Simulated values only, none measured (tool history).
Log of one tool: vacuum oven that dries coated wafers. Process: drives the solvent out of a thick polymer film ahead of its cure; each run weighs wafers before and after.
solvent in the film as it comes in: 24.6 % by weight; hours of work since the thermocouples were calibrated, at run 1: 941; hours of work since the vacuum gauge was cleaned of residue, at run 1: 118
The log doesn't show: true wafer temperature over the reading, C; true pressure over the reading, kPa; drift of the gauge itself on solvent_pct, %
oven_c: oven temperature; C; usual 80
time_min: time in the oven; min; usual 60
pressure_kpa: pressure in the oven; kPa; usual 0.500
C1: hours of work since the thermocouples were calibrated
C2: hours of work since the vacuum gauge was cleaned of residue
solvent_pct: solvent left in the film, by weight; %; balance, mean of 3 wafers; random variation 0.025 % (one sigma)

{"run": 1, "day": 0.0, "oven_c": 80, "time_min": 60, "pressure_kpa": 0.5, "C1": 941, "C2": 118, "solvent_pct": 2.66}
{"run": 2, "day": 0.692, "oven_c": 80, "time_min": 60, "pressure_kpa": 0.5, "C1": 948, "C2": 126, "solvent_pct": 2.68}
{"run": 3, "day": 1.062, "oven_c": 80, "time_min": 60, "pressure_kpa": 0.5, "C1": 952, "C2": 130, "solvent_pct": 2.67}
{"run": 4, "day": 1.442, "oven_c": 80, "time_min": 60, "pressure_kpa": 0.5, "C1": 956, "C2": 134, "solvent_pct": 2.67}
{"run": 5, "day": 1.804, "oven_c": 80, "time_min": 65, "pressure_kpa": 0.5, "C1": 960, "C2": 138, "solvent_pct": 2.27}
{"run": 6, "day": 2.2, "oven_c": 80, "time_min": 65, "pressure_kpa": 0.5, "C1": 964, "C2": 142, "solvent_pct": 2.29}
{"run": 7, "day": 2.662, "oven_c": 79, "time_min": 60, "pressure_kpa": 0.5, "C1": 969, "C2": 147, "solvent_pct": 2.91}
{"run": 8, "day": 3.038, "oven_c": 79, "time_min": 60, "pressure_kpa": 0.5, "C1": 973, "C2": 151, "solvent_pct": 2.84}
{"run": 9, "day": 3.65, "oven_c": 79, "time_min": 60, "pressure_kpa": 0.5, "C1": 980, "C2": 158, "solvent_pct": 2.89}
{"run": 10, "day": 3.967, "oven_c": 79, "time_min": 60, "pressure_kpa": 0.5, "C1": 983, "C2": 161, "solvent_pct": 2.89}
{"run": 11, "day": 4.583, "oven_c": 79, "time_min": 60, "pressure_kpa": 0.5, "C1": 990, "C2": 167, "solvent_pct": 2.95}
{"run": 12, "day": 5.129, "oven_c": 79, "time_min": 60, "pressure_kpa": 0.5, "C1": 995, "C2": 173, "solvent_pct": 2.93}
{"run": 13, "day": 5.458, "oven_c": 79, "time_min": 60, "pressure_kpa": 0.5, "C1": 999, "C2": 177, "solvent_pct": 2.94}
{"run": 14, "day": 5.788, "oven_c": 79, "time_min": 60, "pressure_kpa": 0.713, "C1": 1002, "C2": 180, "solvent_pct": 3.0}
{"run": 15, "day": 6.192, "oven_c": 79, "time_min": 60, "pressure_kpa": 0.713, "C1": 1007, "C2": 185, "solvent_pct": 3.01}
{"run": 16, "day": 6.675, "oven_c": 79, "time_min": 60, "pressure_kpa": 0.713, "C1": 1012, "C2": 190, "solvent_pct": 2.99}
{"run": 17, "day": 7.367, "oven_c": 73, "time_min": 62, "pressure_kpa": 0.7, "C1": 1019, "C2": 197, "solvent_pct": 4.49}
{"run": 18, "day": 7.792, "oven_c": 66, "time_min": 62, "pressure_kpa": 1.269, "C1": 1024, "C2": 202, "solvent_pct": 7.08}
{"run": 19, "day": 8.112, "oven_c": 75, "time_min": 48, "pressure_kpa": 1.395, "C1": 1027, "C2": 205, "solvent_pct": 5.78}
{"day": 8.225, "done": "oven's thermocouples calibrated"}
{"run": 20, "day": 8.767, "oven_c": 75, "time_min": 48, "pressure_kpa": 1.571, "C1": 6, "C2": 211, "solvent_pct": 5.75}
{"run": 21, "day": 9.421, "oven_c": 83, "time_min": 87, "pressure_kpa": 1.884, "C1": 13, "C2": 218, "solvent_pct": 1.26}
{"day": 9.608, "done": "oven's thermocouples calibrated, once more"}
{"run": 22, "day": 9.992, "oven_c": 83, "time_min": 87, "pressure_kpa": 1.884, "C1": 4, "C2": 223, "solvent_pct": 1.48}
{"run": 23, "day": 10.446, "oven_c": 89, "time_min": 60, "pressure_kpa": 0.615, "C1": 9, "C2": 228, "solvent_pct": 1.3}
{"run": 24, "day": 11.004, "oven_c": 89, "time_min": 60, "pressure_kpa": 0.615, "C1": 15, "C2": 234, "solvent_pct": 1.29}
{"run": 25, "day": 11.292, "oven_c": 89, "time_min": 60, "pressure_kpa": 0.615, "C1": 18, "C2": 237, "solvent_pct": 1.31}
{"run": 26, "day": 11.742, "oven_c": 80, "time_min": 60, "pressure_kpa": 1.545, "C1": 23, "C2": 242, "solvent_pct": 3.42}
{"run": 27, "day": 12.154, "oven_c": 88, "time_min": 60, "pressure_kpa": 0.345, "C1": 27, "C2": 247, "solvent_pct": 1.35}
{"run": 28, "day": 12.592, "oven_c": 88, "time_min": 62, "pressure_kpa": 0.853, "C1": 32, "C2": 251, "solvent_pct": 1.4}
{"run": 29, "day": 13.029, "oven_c": 88, "time_min": 62, "pressure_kpa": 0.853, "C1": 37, "C2": 256, "solvent_pct": 1.41}
{"run": 30, "day": 13.554, "oven_c": 88, "time_min": 62, "pressure_kpa": 0.853, "C1": 42, "C2": 262, "solvent_pct": 1.36}

Hidden state at the last listed run before each entry between runs and at the first one after, where it differs:
Between runs 19 and 20: oven's thermocouples calibrated (day 8.225)
  true wafer temperature over the reading, C: 1.34 -> 1.88; true pressure over the reading, kPa: 0.092 -> 0.095
  measured less the result without the state, solvent_pct: -0.41 -> -0.60 %
Between runs 21 and 22: oven's thermocouples calibrated, once more (day 9.608)
  true wafer temperature over the reading, C: 1.89 -> -0.28; true pressure over the reading, kPa: 0.098 -> 0.1
  measured less the result without the state, solvent_pct: -0.19 -> +0.08 %

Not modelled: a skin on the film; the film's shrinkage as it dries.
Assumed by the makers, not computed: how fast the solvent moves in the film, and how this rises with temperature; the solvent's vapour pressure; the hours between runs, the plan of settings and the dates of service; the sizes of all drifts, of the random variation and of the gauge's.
